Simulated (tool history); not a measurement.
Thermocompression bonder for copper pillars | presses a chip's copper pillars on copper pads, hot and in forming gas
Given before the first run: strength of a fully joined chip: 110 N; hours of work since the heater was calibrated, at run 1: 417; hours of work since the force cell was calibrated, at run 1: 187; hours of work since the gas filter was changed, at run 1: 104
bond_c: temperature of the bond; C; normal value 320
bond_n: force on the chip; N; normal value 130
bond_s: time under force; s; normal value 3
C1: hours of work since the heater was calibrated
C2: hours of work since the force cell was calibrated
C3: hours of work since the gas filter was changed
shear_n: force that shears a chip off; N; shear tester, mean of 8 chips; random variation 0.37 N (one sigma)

{"run": 1, "hour": 0.0, "bond_c": 320, "bond_n": 130, "bond_s": 3, "C1": 417, "C2": 187, "C3": 104, "shear_n": 64.5}
{"run": 2, "hour": 6.7, "bond_c": 320, "bond_n": 130, "bond_s": 3, "C1": 421, "C2": 190, "C3": 108, "shear_n": 64.2}
{"run": 3, "hour": 11.5, "bond_c": 320, "bond_n": 130, "bond_s": 3, "C1": 423, "C2": 193, "C3": 110, "shear_n": 64.8}
{"run": 4, "hour": 19.3, "bond_c": 320, "bond_n": 165, "bond_s": 3, "C1": 427, "C2": 196, "C3": 114, "shear_n": 76.6}
{"run": 5, "hour": 25.1, "bond_c": 320, "bond_n": 130, "bond_s": 3, "C1": 430, "C2": 199, "C3": 117, "shear_n": 64.4}
{"run": 6, "hour": 33.4, "bond_c": 347, "bond_n": 130, "bond_s": 3, "C1": 434, "C2": 204, "C3": 121, "shear_n": 81.3}
{"run": 7, "hour": 41.9, "bond_c": 320, "bond_n": 130, "bond_s": 3, "C1": 438, "C2": 208, "C3": 125, "shear_n": 64.3}
{"run": 8, "hour": 47.7, "bond_c": 320, "bond_n": 92, "bond_s": 3, "C1": 441, "C2": 211, "C3": 128, "shear_n": 47.9}
{"run": 9, "hour": 55.6, "bond_c": 342, "bond_n": 130, "bond_s": 3, "C1": 445, "C2": 215, "C3": 132, "shear_n": 78.1}
{"run": 10, "hour": 61.3, "bond_c": 327, "bond_n": 130, "bond_s": 3, "C1": 448, "C2": 218, "C3": 135, "shear_n": 69.0}
{"run": 11, "hour": 68.4, "bond_c": 327, "bond_n": 130, "bond_s": 3, "C1": 452, "C2": 221, "C3": 139, "shear_n": 69.5}
{"run": 12, "hour": 75.0, "bond_c": 327, "bond_n": 130, "bond_s": 3, "C1": 455, "C2": 224, "C3": 142, "shear_n": 69.7}
{"run": 13, "hour": 83.5, "bond_c": 327, "bond_n": 130, "bond_s": 3, "C1": 459, "C2": 229, "C3": 146, "shear_n": 69.6}
{"run": 14, "hour": 87.6, "bond_c": 327, "bond_n": 130, "bond_s": 3, "C1": 461, "C2": 231, "C3": 148, "shear_n": 68.7}
{"run": 15, "hour": 92.9, "bond_c": 350, "bond_n": 84, "bond_s": 2, "C1": 464, "C2": 234, "C3": 151, "shear_n": 53.8}
{"run": 16, "hour": 99.4, "bond_c": 350, "bond_n": 119, "bond_s": 2, "C1": 467, "C2": 237, "C3": 154, "shear_n": 71.4}
{"run": 17, "hour": 107.4, "bond_c": 320, "bond_n": 131, "bond_s": 4, "C1": 471, "C2": 241, "C3": 158, "shear_n": 70.4}
{"run": 18, "hour": 113.0, "bond_c": 344, "bond_n": 192, "bond_s": 2, "C1": 474, "C2": 244, "C3": 161, "shear_n": 89.5}
{"run": 19, "hour": 118.8, "bond_c": 325, "bond_n": 143, "bond_s": 2, "C1": 477, "C2": 247, "C3": 164, "shear_n": 64.4}
{"run": 20, "hour": 124.7, "bond_c": 332, "bond_n": 98, "bond_s": 6, "C1": 480, "C2": 250, "C3": 167, "shear_n": 71.4}
{"run": 21, "hour": 133.6, "bond_c": 332, "bond_n": 98, "bond_s": 6, "C1": 484, "C2": 254, "C3": 171, "shear_n": 72.0}
{"run": 22, "hour": 139.6, "bond_c": 317, "bond_n": 97, "bond_s": 7, "C1": 487, "C2": 257, "C3": 174, "shear_n": 64.1}
{"run": 23, "hour": 145.2, "bond_c": 303, "bond_n": 82, "bond_s": 3, "C1": 490, "C2": 260, "C3": 177, "shear_n": 33.9}

Hidden state or all else? Some run-to-run changes of shear_n, split into what the settings, what came in and random variation would give without the hidden state, and what is left for the hidden state (with any gauge scatter that isn't in both results):
Hidden conditions of the tool in this case: true temperature of the bond over the reading, C; force that reaches the chip, % of what is set; oxide that the forming gas leaves, % of the face; drift of the gauge itself on shear_n, %.
Run 8 -> 9: bond_c 320 -> 342, bond_n 92 -> 130. shear_n +30.2 N: hidden state -0.6, all else +30.8.
Run 17 -> 18: bond_c 320 -> 344, bond_n 131 -> 192, bond_s 4 -> 2. shear_n +19.1 N: hidden state -0.8, all else +19.9.
Run 18 -> 19: bond_c 344 -> 325, bond_n 192 -> 143. shear_n -25.1 N: hidden state +0.9, all else -26.0.
Run 22 -> 23: bond_c 317 -> 303, bond_n 97 -> 82, bond_s 7 -> 3. shear_n -30.2 N: hidden state +0.4, all else -30.6.
